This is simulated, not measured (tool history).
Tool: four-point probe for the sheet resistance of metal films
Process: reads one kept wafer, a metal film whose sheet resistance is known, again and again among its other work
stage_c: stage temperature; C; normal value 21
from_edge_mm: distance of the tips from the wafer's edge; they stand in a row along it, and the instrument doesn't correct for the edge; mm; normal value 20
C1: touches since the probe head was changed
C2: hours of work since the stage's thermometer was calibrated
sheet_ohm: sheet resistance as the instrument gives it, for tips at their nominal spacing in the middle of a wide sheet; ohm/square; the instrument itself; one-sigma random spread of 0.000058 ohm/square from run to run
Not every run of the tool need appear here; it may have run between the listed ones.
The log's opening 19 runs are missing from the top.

Run 20, hour 246.8: usual settings; C1 6331; C2 356. Result: sheet_ohm 0.290559 ohm/square.
Run 21, hour 256.8: usual settings; C1 6551; C2 362. Result: sheet_ohm 0.290535 ohm/square.
Run 22, hour 269.3: usual settings but stage_c 24 C; C1 6822; C2 370. Result: sheet_ohm 0.290752 ohm/square.
Run 23, hour 285.8: usual settings but stage_c 33 C, from_edge_mm 24 mm; C1 7183; C2 380. Result: sheet_ohm 0.290521 ohm/square.
Run 24, hour 295.1: usual settings but stage_c 28 C, from_edge_mm 12 mm; C1 7386; C2 386. Result: sheet_ohm 0.291761 ohm/square.
Run 25, hour 304.8: usual settings but stage_c 26 C, from_edge_mm 23 mm; C1 7598; C2 392. Result: sheet_ohm 0.290506 ohm/square.
Run 26, hour 322.6: usual settings but from_edge_mm 56 mm; C1 7985; C2 403. Result: sheet_ohm 0.290060 ohm/square.
Run 27, hour 330.5: usual settings but from_edge_mm 5 mm; C1 8159; C2 408. Result: sheet_ohm 0.299717 ohm/square.
Run 28, hour 342.7: usual settings but stage_c 31 C, from_edge_mm 26 mm; C1 8425; C2 416. Result: sheet_ohm 0.290343 ohm/square.
Run 29, hour 358.0: usual settings but stage_c 24 C, from_edge_mm 17 mm; C1 8760; C2 425. Result: sheet_ohm 0.290900 ohm/square.
Run 30, hour 368.3: usual settings but stage_c 24 C, from_edge_mm 17 mm; C1 8984; C2 431. Result: sheet_ohm 0.290989 ohm/square.
Run 31, hour 379.5: usual settings but stage_c 24 C, from_edge_mm 17 mm; C1 9227; C2 438. Result: sheet_ohm 0.290926 ohm/square.
Run 32, hour 387.0: usual settings but stage_c 33 C, from_edge_mm 9 mm; C1 9393; C2 443. Result: sheet_ohm 0.293276 ohm/square.
Run 33, hour 402.2: usual settings but from_edge_mm 8 mm; C1 9724; C2 452. Result: sheet_ohm 0.293876 ohm/square.
Run 34, hour 415.0: usual settings but stage_c 34 C, from_edge_mm 31 mm; C1 10003; C2 460. Result: sheet_ohm 0.290388 ohm/square.
Run 35, hour 430.8: usual settings but stage_c 28 C, from_edge_mm 64 mm; C1 10349; C2 470. Result: sheet_ohm 0.290029 ohm/square.
Run 36, hour 443.9: usual settings but stage_c 27 C, from_edge_mm 49 mm; C1 10634; C2 478. Result: sheet_ohm 0.290070 ohm/square.
Run 37, hour 460.2: usual settings but stage_c 22 C, from_edge_mm 71 mm; C1 10989; C2 488. Result: sheet_ohm 0.289986 ohm/square.
Run 38, hour 471.0: usual settings but stage_c 22 C, from_edge_mm 71 mm; C1 11226; C2 495. Result: sheet_ohm 0.289996 ohm/square.
Run 39, hour 483.8: usual settings but stage_c 22 C, from_edge_mm 71 mm; C1 11504; C2 503. Result: sheet_ohm 0.290036 ohm/square.
Run 40, hour 501.6: usual settings but stage_c 26 C, from_edge_mm 7 mm; C1 11893; C2 514. Result: sheet_ohm 0.295152 ohm/square.
Run 41, hour 509.5: usual settings but stage_c 26 C, from_edge_mm 7 mm; C1 12066; C2 519. Result: sheet_ohm 0.295059 ohm/square.
Run 42, hour 525.0: usual settings but stage_c 33 C, from_edge_mm 41 mm; C1 12405; C2 529. Result: sheet_ohm 0.290329 ohm/square.
Run 43, hour 540.0: usual settings but stage_c 33 C, from_edge_mm 41 mm; C1 12732; C2 538. Result: sheet_ohm 0.290227 ohm/square.

What if the next run were any one of these 4? Each begins from the tool's condition after run 43:
Run A, hour 556.9: usual settings but stage_c 25 C, from_edge_mm 41 mm; C1 13099; C2 548. Result: sheet_ohm ?.
Run B, hour 556.9: usual settings but stage_c 29 C, from_edge_mm 66 mm; C1 13099; C2 548. Result: sheet_ohm ?.
Run C, hour 556.9: usual settings but stage_c 29 C, from_edge_mm 41 mm; C1 13099; C2 548. Result: sheet_ohm ?.
Run D, hour 556.9: usual settings but stage_c 23 C; C1 13099; C2 548. Result: sheet_ohm ?.

run  sheet_ohm
  A   0.290151
  B   0.290085
  C   0.290222
  D   0.290501
With no hidden state in the tool, these same runs would have given:
run  sheet_ohm
  A   0.290153
  B   0.290086
  C   0.290223
  D   0.290502
